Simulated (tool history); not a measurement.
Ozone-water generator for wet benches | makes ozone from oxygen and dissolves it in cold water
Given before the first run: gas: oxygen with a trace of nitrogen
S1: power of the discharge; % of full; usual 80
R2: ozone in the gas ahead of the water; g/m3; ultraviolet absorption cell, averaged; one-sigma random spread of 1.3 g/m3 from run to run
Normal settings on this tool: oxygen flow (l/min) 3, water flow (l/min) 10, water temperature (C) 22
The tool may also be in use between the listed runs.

Run 1, hour 0: usual settings. Result: dissolved ozone (ppm) 30.1, R2 246 g/m3.
Run 2, hour 91.1: usual settings. Result: dissolved ozone (ppm) 29.5, R2 250.4 g/m3.
Run 3, hour 155.8: usual settings but oxygen flow (l/min) 1.68. Result: dissolved ozone (ppm) 31.7, R2 367.9 g/m3.
Run 4, hour 192.7: usual settings but S1 46 % of full. Result: dissolved ozone (ppm) 21.5, R2 179.2 g/m3.
Run 5, hour 257.8: usual settings but S1 46 % of full. Result: dissolved ozone (ppm) 21.8, R2 178.6 g/m3.
Run 6, hour 337.7: usual settings. Result: dissolved ozone (ppm) 30, R2 246.1 g/m3.
Run 7, hour 416.2: usual settings. Result: dissolved ozone (ppm) 29.8, R2 248.6 g/m3.
Run 8, hour 468.5: usual settings. Result: dissolved ozone (ppm) 29.6, R2 247.2 g/m3.
Run 9, hour 521: usual settings. Result: dissolved ozone (ppm) 29.7, R2 245.3 g/m3.
Run 10, hour 581.7: usual settings. Result: dissolved ozone (ppm) 29.5, R2 244.4 g/m3.
Run 11, hour 653.6: usual settings. Result: dissolved ozone (ppm) 29.4, R2 245.6 g/m3.
Run 12, hour 743.6: usual settings. Result: dissolved ozone (ppm) 29.6, R2 248.2 g/m3.
Run 13, hour 808: usual settings. Result: dissolved ozone (ppm) 29.3, R2 244.8 g/m3.
Run 14, hour 853.4: usual settings. Result: dissolved ozone (ppm) 29.5, R2 243.5 g/m3.
Run 15, hour 926.1: usual settings. Result: dissolved ozone (ppm) 29.3, R2 243.2 g/m3.
Run 16, hour 974.6: usual settings but S1 69 % of full, water temperature (C) 27. Result: dissolved ozone (ppm) 24.9, R2 224.1 g/m3.
Run 17, hour 1046.1: usual settings but S1 69 % of full, water temperature (C) 27. Result: dissolved ozone (ppm) 24.5, R2 224.3 g/m3.

Expected results for the next run?
Run 18, hour 1109.6: usual settings but oxygen flow (l/min) 4.19, water flow (l/min) 11, water temperature (C) 14. Result: dissolved ozone (ppm) ?, R2 ?.

dissolved ozone (ppm): 29.3
R2: 197.4 g/m3
If the tool had no hidden condition, the same run with the same run-to-run variation would have returned dissolved ozone (ppm) 31.4, R2 202.3 g/m3.
